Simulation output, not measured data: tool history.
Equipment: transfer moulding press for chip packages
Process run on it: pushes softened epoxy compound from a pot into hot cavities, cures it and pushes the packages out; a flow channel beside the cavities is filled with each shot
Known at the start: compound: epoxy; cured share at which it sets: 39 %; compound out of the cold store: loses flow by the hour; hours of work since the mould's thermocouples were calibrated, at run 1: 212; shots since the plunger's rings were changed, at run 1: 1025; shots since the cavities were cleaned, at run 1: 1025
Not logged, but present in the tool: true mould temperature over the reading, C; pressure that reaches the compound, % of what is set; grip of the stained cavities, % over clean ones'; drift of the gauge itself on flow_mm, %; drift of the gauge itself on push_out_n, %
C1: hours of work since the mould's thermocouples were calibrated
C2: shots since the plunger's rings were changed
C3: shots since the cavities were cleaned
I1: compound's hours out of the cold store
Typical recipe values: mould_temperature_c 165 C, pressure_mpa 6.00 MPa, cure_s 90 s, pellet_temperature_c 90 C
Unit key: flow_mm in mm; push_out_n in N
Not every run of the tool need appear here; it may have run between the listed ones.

run 1 hour=0.0 | mould_temperature_c=165 pressure_mpa=6.00 cure_s=90 pellet_temperature_c=90 | C1=212 C2=1025 C3=1025 | I1=47.3 | flow_mm=859 push_out_n=546
-- hour=14.9 cavities cleaned with cleaning compound and waxed
run 2 hour=43.0 | mould_temperature_c=165 pressure_mpa=6.00 cure_s=90 pellet_temperature_c=90 | C1=234 C2=1457 C3=293 | I1=24.9 | flow_mm=949 push_out_n=490
run 3 hour=76.2 | mould_temperature_c=165 pressure_mpa=6.00 cure_s=119 pellet_temperature_c=90 | C1=252 C2=1804 C3=640 | I1=41.8 | flow_mm=880 push_out_n=415
run 4 hour=107.9 | mould_temperature_c=165 pressure_mpa=6.00 cure_s=119 pellet_temperature_c=90 | C1=269 C2=2134 C3=970 | I1=33.2 | flow_mm=917 push_out_n=432
-- hour=128.2 cavities cleaned with cleaning compound and waxed
run 5 hour=147.7 | mould_temperature_c=165 pressure_mpa=6.00 cure_s=119 pellet_temperature_c=90 | C1=289 C2=2533 C3=204 | I1=32.7 | flow_mm=912 push_out_n=332
run 6 hour=188.0 | mould_temperature_c=165 pressure_mpa=4.62 cure_s=90 pellet_temperature_c=90 | C1=311 C2=2952 C3=623 | I1=43.8 | flow_mm=755 push_out_n=515
run 7 hour=210.8 | mould_temperature_c=165 pressure_mpa=4.62 cure_s=90 pellet_temperature_c=90 | C1=323 C2=3190 C3=861 | I1=37.7 | flow_mm=775 push_out_n=558
-- hour=241.1 cavities cleaned with cleaning compound and waxed
run 8 hour=246.2 | mould_temperature_c=165 pressure_mpa=4.62 cure_s=90 pellet_temperature_c=90 | C1=341 C2=3542 C3=53 | I1=18.2 | flow_mm=837 push_out_n=429
run 9 hour=274.6 | mould_temperature_c=165 pressure_mpa=4.62 cure_s=90 pellet_temperature_c=90 | C1=356 C2=3838 C3=349 | I1=41.2 | flow_mm=745 push_out_n=478
run 10 hour=301.9 | mould_temperature_c=165 pressure_mpa=6.00 cure_s=90 pellet_temperature_c=90 | C1=370 C2=4123 C3=634 | I1=13.9 | flow_mm=964 push_out_n=562
run 11 hour=339.6 | mould_temperature_c=165 pressure_mpa=6.00 cure_s=90 pellet_temperature_c=90 | C1=390 C2=4515 C3=1026 | I1=8.8 | flow_mm=976 push_out_n=629
-- hour=353.1 cavities cleaned with cleaning compound and waxed
run 12 hour=368.5 | mould_temperature_c=165 pressure_mpa=6.00 cure_s=90 pellet_temperature_c=90 | C1=405 C2=4800 C3=159 | I1=40.3 | flow_mm=858 push_out_n=448
run 13 hour=396.9 | mould_temperature_c=165 pressure_mpa=6.00 cure_s=90 pellet_temperature_c=90 | C1=420 C2=5097 C3=456 | I1=25.5 | flow_mm=895 push_out_n=534
-- hour=401.6 plunger's sealing rings changed
run 14 hour=428.4 | mould_temperature_c=165 pressure_mpa=5.19 cure_s=90 pellet_temperature_c=90 | C1=435 C2=280 C3=758 | I1=27.2 | flow_mm=893 push_out_n=581
-- hour=455.9 mould's thermocouples calibrated
run 15 hour=455.9 | mould_temperature_c=165 pressure_mpa=5.19 cure_s=90 pellet_temperature_c=90 | C1=0 C2=546 C3=1024 | I1=12.8 | flow_mm=953 push_out_n=636
-- hour=470.3 cavities cleaned with cleaning compound and waxed
run 16 hour=494.2 | mould_temperature_c=165 pressure_mpa=5.19 cure_s=90 pellet_temperature_c=90 | C1=19 C2=928 C3=248 | I1=23.3 | flow_mm=894 push_out_n=460
run 17 hour=531.1 | mould_temperature_c=165 pressure_mpa=7.43 cure_s=100 pellet_temperature_c=90 | C1=39 C2=1313 C3=633 | I1=20.0 | flow_mm=1097 push_out_n=465
run 18 hour=559.5 | mould_temperature_c=166 pressure_mpa=4.84 cure_s=109 pellet_temperature_c=89 | C1=54 C2=1608 C3=928 | I1=14.9 | flow_mm=903 push_out_n=443
-- hour=581.8 cavities cleaned with cleaning compound and waxed
run 19 hour=581.8 | mould_temperature_c=166 pressure_mpa=4.84 cure_s=109 pellet_temperature_c=89 | C1=65 C2=1826 C3=0 | I1=43.0 | flow_mm=778 push_out_n=306
run 20 hour=613.3 | mould_temperature_c=166 pressure_mpa=4.84 cure_s=125 pellet_temperature_c=87 | C1=82 C2=2153 C3=327 | I1=42.6 | flow_mm=782 push_out_n=360
run 21 hour=649.4 | mould_temperature_c=165 pressure_mpa=5.29 cure_s=71 pellet_temperature_c=95 | C1=101 C2=2530 C3=704 | I1=32.3 | flow_mm=843 push_out_n=916
run 22 hour=680.2 | mould_temperature_c=165 pressure_mpa=5.29 cure_s=71 pellet_temperature_c=95 | C1=117 C2=2851 C3=1025 | I1=39.6 | flow_mm=817 push_out_n=935
-- hour=694.4 cavities cleaned with cleaning compound and waxed
run 23 hour=705.7 | mould_temperature_c=165 pressure_mpa=5.09 cure_s=109 pellet_temperature_c=89 | C1=130 C2=3100 C3=118 | I1=46.3 | flow_mm=774 push_out_n=338
run 24 hour=739.3 | mould_temperature_c=172 pressure_mpa=5.50 cure_s=109 pellet_temperature_c=83 | C1=148 C2=3450 C3=468 | I1=12.1 | flow_mm=923 push_out_n=377
run 25 hour=766.8 | mould_temperature_c=173 pressure_mpa=5.13 cure_s=109 pellet_temperature_c=83 | C1=162 C2=3737 C3=755 | I1=18.0 | flow_mm=860 push_out_n=412
run 26 hour=789.0 | mould_temperature_c=173 pressure_mpa=5.85 cure_s=109 pellet_temperature_c=83 | C1=174 C2=3968 C3=986 | I1=8.9 | flow_mm=956 push_out_n=421
-- hour=806.9 cavities cleaned with cleaning compound and waxed
run 27 hour=811.5 | mould_temperature_c=165 pressure_mpa=6.23 cure_s=90 pellet_temperature_c=90 | C1=185 C2=4187 C3=48 | I1=39.3 | flow_mm=871 push_out_n=421
run 28 hour=832.2 | mould_temperature_c=165 pressure_mpa=6.23 cure_s=90 pellet_temperature_c=90 | C1=196 C2=4402 C3=263 | I1=47.1 | flow_mm=841 push_out_n=457

3 ways to go on from here, each from the tool as it stands after run 28. What would each give?
run A hour=850.8 | mould_temperature_c=165 pressure_mpa=4.78 cure_s=126 pellet_temperature_c=93 | C1=206 C2=4596 C3=457 | I1=42.1 | flow_mm=? push_out_n=?
run B hour=850.8 | mould_temperature_c=163 pressure_mpa=6.23 cure_s=90 pellet_temperature_c=90 | C1=206 C2=4596 C3=457 | I1=39.9 | flow_mm=? push_out_n=?
run C hour=850.8 | mould_temperature_c=162 pressure_mpa=6.60 cure_s=90 pellet_temperature_c=90 | C1=206 C2=4596 C3=457 | I1=11.8 | flow_mm=? push_out_n=?

run=A flow_mm=760 push_out_n=397
run=B flow_mm=885 push_out_n=586
run=C flow_mm=1029 push_out_n=727
Take away the tool's hidden state, keep each run's random variation, and the runs would have read:
run=A flow_mm=813 push_out_n=310
run=B flow_mm=948 push_out_n=448
run=C flow_mm=1101 push_out_n=556

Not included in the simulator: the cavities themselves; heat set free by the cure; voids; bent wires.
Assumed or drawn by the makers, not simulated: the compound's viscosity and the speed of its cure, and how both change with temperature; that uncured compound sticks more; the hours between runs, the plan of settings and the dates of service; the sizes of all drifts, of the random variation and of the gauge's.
